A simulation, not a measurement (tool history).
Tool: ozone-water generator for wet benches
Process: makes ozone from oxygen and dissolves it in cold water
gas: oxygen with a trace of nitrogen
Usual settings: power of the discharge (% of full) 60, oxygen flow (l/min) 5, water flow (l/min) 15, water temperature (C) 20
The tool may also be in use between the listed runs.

run,hour,power of the discharge (% of full),oxygen flow (l/min),water flow (l/min),water temperature (C),dissolved ozone (ppm),ozone in the gas ahead of the water (g/m3)
1,0,60,5,15,20,12.5,132.5
2,57.3,60,5,15,20,12.6,132.5
3,85.5,60,5,15,20,12.5,132.1
4,117.6,60,5,14,20,13.2,133.8
5,168.6,86,5,15,20,17,182.4
6,225.7,86,5,15,20,17.2,183.4
7,256.8,100,5,15,20,19.3,206.4
8,304.2,100,5,15,20,19.3,206
9,357,100,5,15,20,19.6,208
10,408.3,100,5,15,20,19.4,206.5
11,435.2,60,5,15,20,12.6,134
12,466,97,5,15,20,19.2,200.1
13,528.9,97,5,15,20,19,200.1
14,572.3,97,5,15,20,19,199.2
15,627.6,58,5,15,20,11.9,128
16,658.3,60,6.58,15,20,13.1,120.8
17,683.6,60,5,15,20,12.5,132.7
18,725.8,60,5,15,20,12.4,131.6
19,766.8,60,5,15,20,12.3,130.8
20,825.4,60,5,15,20,12.5,130.7
21,861.8,60,7.16,19,20,11.2,117.4
22,908.6,60,4.56,16,20,11.6,136.3
23,956.9,60,3.79,15,20,11.7,143.5
24,988,92,6.08,15,24,16.9,177.2
25,1023.5,60,3.37,18,20,9.8,149
26,1077.4,60,3.37,18,20,9.8,150.3
27,1125.9,60,3.37,15,20,11.3,148.2
28,1173.3,60,5,14,20,13,131.3
29,1218.7,81,4.57,15,13,17.4,173.5
30,1276.2,81,3.55,15,13,16.3,189.2
31,1303.7,62,6.42,15,26,11.5,124.8
32,1363.1,46,4.92,15,25,9,104.7
33,1422.2,46,4.92,15,25,9,105.1

The same runs without the tool's hidden state, with the same run-to-run variation:
The hidden state here: yield of the discharge, % of new electrodes'; contactor's efficiency, % of a clean one's; true water temperature over the reading, C; drift of the gauge itself on ozone_ppm, %; drift of the gauge itself on gas_g_m3, %.
run,dissolved ozone (ppm),ozone in the gas ahead of the water (g/m3)
1,12.9,136.9
2,13.1,136.9
3,12.9,136.5
4,13.7,138.3
5,17.9,191.1
6,18.2,192.4
7,20.5,217.9
8,20.5,217.7
9,20.9,220
10,20.7,218.7
11,13.2,139.2
12,20.4,211.9
13,20.3,212.2
14,20.4,211.3
15,12.5,133.2
16,13.8,125.9
17,13.1,138.3
18,13.1,137.3
19,13,136.5
20,13.2,136.5
21,11.8,122.7
22,12.3,142.5
23,12.4,150.1
24,18.3,189.2
25,10.4,156.1
26,10.4,157.5
27,12.1,155.4
28,13.9,137.8
29,18.9,184.9
30,17.7,201.8
31,12.4,131.3
32,9.5,108.7
33,9.5,109.2

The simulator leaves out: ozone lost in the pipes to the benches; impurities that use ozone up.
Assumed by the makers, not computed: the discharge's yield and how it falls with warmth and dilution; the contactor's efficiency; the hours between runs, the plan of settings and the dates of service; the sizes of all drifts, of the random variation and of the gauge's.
